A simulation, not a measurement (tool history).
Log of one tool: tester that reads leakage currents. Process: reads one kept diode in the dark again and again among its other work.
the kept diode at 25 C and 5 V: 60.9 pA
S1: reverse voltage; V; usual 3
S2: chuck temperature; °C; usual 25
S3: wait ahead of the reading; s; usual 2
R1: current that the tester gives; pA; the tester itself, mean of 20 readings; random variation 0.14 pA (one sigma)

{"run": 1, "day": 0.0, "S1": 3, "S2": 25, "S3": 2, "R1": 44.74}
{"run": 2, "day": 1.95, "S1": 3, "S2": 25, "S3": 2, "R1": 44.42}
{"run": 3, "day": 3.7, "S1": 3, "S2": 25, "S3": 2, "R1": 44.45}
{"run": 4, "day": 5.929, "S1": 3, "S2": 25, "S3": 2, "R1": 44.33}
{"run": 5, "day": 8.354, "S1": 3, "S2": 25, "S3": 2, "R1": 43.96}
{"run": 6, "day": 10.571, "S1": 3, "S2": 25, "S3": 2, "R1": 43.99}
{"run": 7, "day": 11.733, "S1": 3, "S2": 25, "S3": 2, "R1": 43.79}
{"run": 8, "day": 13.858, "S1": 3, "S2": 43, "S3": 2, "R1": 182.28}
{"run": 9, "day": 15.646, "S1": 3, "S2": 43, "S3": 2, "R1": 180.95}
{"run": 10, "day": 17.592, "S1": 3, "S2": 25, "S3": 2, "R1": 43.32}
{"run": 11, "day": 19.496, "S1": 3, "S2": 25, "S3": 0.48, "R1": 44.24}
{"run": 12, "day": 21.0, "S1": 3, "S2": 30, "S3": 2, "R1": 64.96}
{"run": 13, "day": 22.104, "S1": 3, "S2": 30, "S3": 2, "R1": 64.83}
{"run": 14, "day": 24.412, "S1": 3, "S2": 30, "S3": 2, "R1": 64.65}
{"run": 15, "day": 25.792, "S1": 3, "S2": 30, "S3": 0.78, "R1": 64.94}
{"run": 16, "day": 27.058, "S1": 3, "S2": 30, "S3": 0.78, "R1": 64.71}
{"run": 17, "day": 29.262, "S1": 3, "S2": 30, "S3": 0.78, "R1": 64.79}
{"run": 18, "day": 30.321, "S1": 9.63, "S2": 25, "S3": 1.4, "R1": 85.71}
{"run": 19, "day": 31.946, "S1": 9.63, "S2": 25, "S3": 1.4, "R1": 85.52}
{"run": 20, "day": 33.717, "S1": 4.36, "S2": 25, "S3": 8.59, "R1": 52.42}
{"run": 21, "day": 35.167, "S1": 6.68, "S2": 45, "S3": 0.91, "R1": 327.65}
{"run": 22, "day": 37.229, "S1": 3, "S2": 38, "S3": 7.05, "R1": 119.22}
{"run": 23, "day": 38.971, "S1": 3, "S2": 26, "S3": 4.56, "R1": 44.97}
{"run": 24, "day": 41.042, "S1": 16.37, "S2": 52, "S3": 2, "R1": 920.56}
{"run": 25, "day": 43.308, "S1": 16.37, "S2": 52, "S3": 2, "R1": 916.55}
{"run": 26, "day": 44.438, "S1": 16.37, "S2": 52, "S3": 2, "R1": 918.75}
{"day": 45.304, "done": "chuck's temperature calibrated"}
{"run": 27, "day": 46.2, "S1": 16.37, "S2": 52, "S3": 2, "R1": 1014.97}
{"run": 28, "day": 48.154, "S1": 16.37, "S2": 52, "S3": 2, "R1": 1013.4}
{"run": 29, "day": 49.621, "S1": 16.37, "S2": 52, "S3": 2, "R1": 1007.89}

Forecast each of these 4 alternatives for the next run:
{"run": "A", "day": 51.162, "S1": 16.37, "S2": 52, "S3": 0.52, "R1": "?"}
{"run": "B", "day": 51.162, "S1": 7.02, "S2": 56, "S3": 2.47, "R1": "?"}
{"run": "C", "day": 51.162, "S1": 6.91, "S2": 42, "S3": 2, "R1": "?"}
{"run": "D", "day": 51.162, "S1": 3, "S2": 51, "S3": 2, "R1": "?"}

run=A R1=1017.08
run=B R1=807.49
run=C R1=291.83
run=D R1=344.12
Without the tool's hidden state the same runs would have given:
run=A R1=1010.99
run=B R1=803.98
run=C R1=289.65
run=D R1=342.66
